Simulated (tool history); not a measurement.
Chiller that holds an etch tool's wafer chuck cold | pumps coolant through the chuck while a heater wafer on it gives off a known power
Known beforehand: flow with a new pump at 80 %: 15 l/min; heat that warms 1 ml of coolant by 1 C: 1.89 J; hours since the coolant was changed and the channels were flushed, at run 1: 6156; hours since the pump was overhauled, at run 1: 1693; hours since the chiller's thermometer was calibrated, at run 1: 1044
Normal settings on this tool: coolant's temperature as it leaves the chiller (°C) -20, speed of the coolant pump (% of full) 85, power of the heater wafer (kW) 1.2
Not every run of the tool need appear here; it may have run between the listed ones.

run     day  coolant's temperature as it leaves the chiller (°C)  speed of the coolant pump (% of full)  power of the heater wafer (kW)  hours since the coolant was changed and the channels were flushed  hours since the pump was overhauled  hours since the chiller's thermometer was calibrated  chuck's temperature once it has settled (°C)  how much warmer the coolant comes back (C)
  1       0                                                  -20                                     85                             1.2                                                               6156                                 1693                                                  1044                                          -6.1                                        2.43
  2   1.871                                                  -20                                     85                           0.798                                                               6201                                 1738                                                  1089                                         -10.5                                        1.61
  3   2.996                                                  -20                                     85                           0.798                                                               6228                                 1765                                                  1116                                         -10.5                                        1.64
  4   4.067                                                  -20                                     85                           0.798                                                               6254                                 1791                                                  1141                                         -10.5                                        1.61
  5   6.558                                                  -29                                     85                             1.2                                                               6313                                 1851                                                  1201                                         -14.9                                        2.45
  6   8.708                                                  -29                                     85                             1.2                                                               6365                                 1902                                                  1253                                         -14.7                                        2.47
  7   9.767                                                  -20                                     85                           0.762                                                               6390                                 1928                                                  1278                                           -11                                        1.57
  8  12.129                                                  -24                                     85                             1.2                                                               6447                                 1984                                                  1335                                          -9.9                                        2.38
  9  14.296                                                  -20                                     96                             1.2                                                               6499                                 2036                                                  1387                                            -7                                        2.16
 10  16.242                                                  -20                                     85                           1.155                                                               6546                                 2083                                                  1433                                          -6.2                                        2.37
 11  17.642                                                  -20                                     85                           1.155                                                               6579                                 2117                                                  1467                                          -6.3                                        2.37
 12  19.954                                                  -24                                     85                             1.2                                                               6635                                 2172                                                  1523                                          -9.8                                        2.49
 13  21.342                                                  -20                                     85                           1.545                                                               6668                                 2205                                                  1556                                          -1.6                                        3.16
 14  22.583                                                  -20                                     85                           1.545                                                               6698                                 2235                                                  1586                                          -1.6                                        3.12
 15  24.204                                                  -20                                     85                           1.401                                                               6737                                 2274                                                  1624                                          -3.3                                        2.88
 16  25.883                                                  -20                                     80                           0.994                                                               6777                                 2315                                                  1665                                          -7.6                                        2.18
 17  27.275                                                  -20                                     94                           1.094                                                               6811                                 2348                                                  1698                                          -7.8                                        2.02
 18  28.554                                                  -22                                     86                           1.695                                                               6841                                 2379                                                  1729                                          -1.8                                        3.42
 19  30.583                                                  -27                                     95                           1.306                                                               6890                                 2427                                                  1778                                         -12.4                                        2.34
     30.825  -- chiller's thermometer calibrated
 20  32.871                                                  -20                                     64                           0.874                                                               6944                                 2481                                                    49                                            -7                                        2.46
 21  34.254                                                  -20                                     64                           0.874                                                               6977                                 2514                                                    82                                          -6.9                                        2.44
 22  35.408                                                  -20                                     72                           1.729                                                               7005                                 2542                                                   110                                           3.6                                        4.28
 23  36.892                                                  -25                                     77                           0.798                                                               7040                                 2578                                                   146                                         -14.7                                        1.87
 24  39.342                                                  -13                                     68                           1.734                                                               7099                                 2636                                                   204                                          11.7                                        4.57
 25  40.779                                                  -11                                     68                           0.677                                                               7134                                 2671                                                   239                                          -1.1                                        1.77
     40.929  -- chiller's thermometer calibrated, once more
 26  42.738                                                  -26                                     77                           1.661                                                               7180                                 2717                                                    43                                          -4.7                                        3.81
 27  44.692                                                  -11                                     64                           1.646                                                               7227                                 2764                                                    90                                            13                                        4.68
 28  45.888                                                  -20                                     85                           1.232                                                               7255                                 2793                                                   119                                          -5.2                                        2.55
 29  47.975                                                  -25                                     76                             1.2                                                               7305                                 2843                                                   169                                          -9.3                                        2.83

Hidden condition of the tool, last listed run before each entry between runs versus first listed run after:
From run 19 to run 20: chiller's thermometer calibrated (day 30.825)
  flow at a given pump speed, % of a new pump's: 96.5 -> 96.4; coolant's true temperature over the reading, C: 0.21 -> 0.35
  measured minus no-state result, chuck's temperature once it has settled (°C): +1.7 -> +1.6; how much warmer the coolant comes back (C): +0.08 -> +0.09
From run 25 to run 26: chiller's thermometer calibrated, once more (day 40.929)
  flow at a given pump speed, % of a new pump's: 96.1 -> 96; coolant's true temperature over the reading, C: 0.37 -> 0.01
  measured minus no-state result, chuck's temperature once it has settled (°C): +1.3 -> +2.2; how much warmer the coolant comes back (C): +0.07 -> +0.15
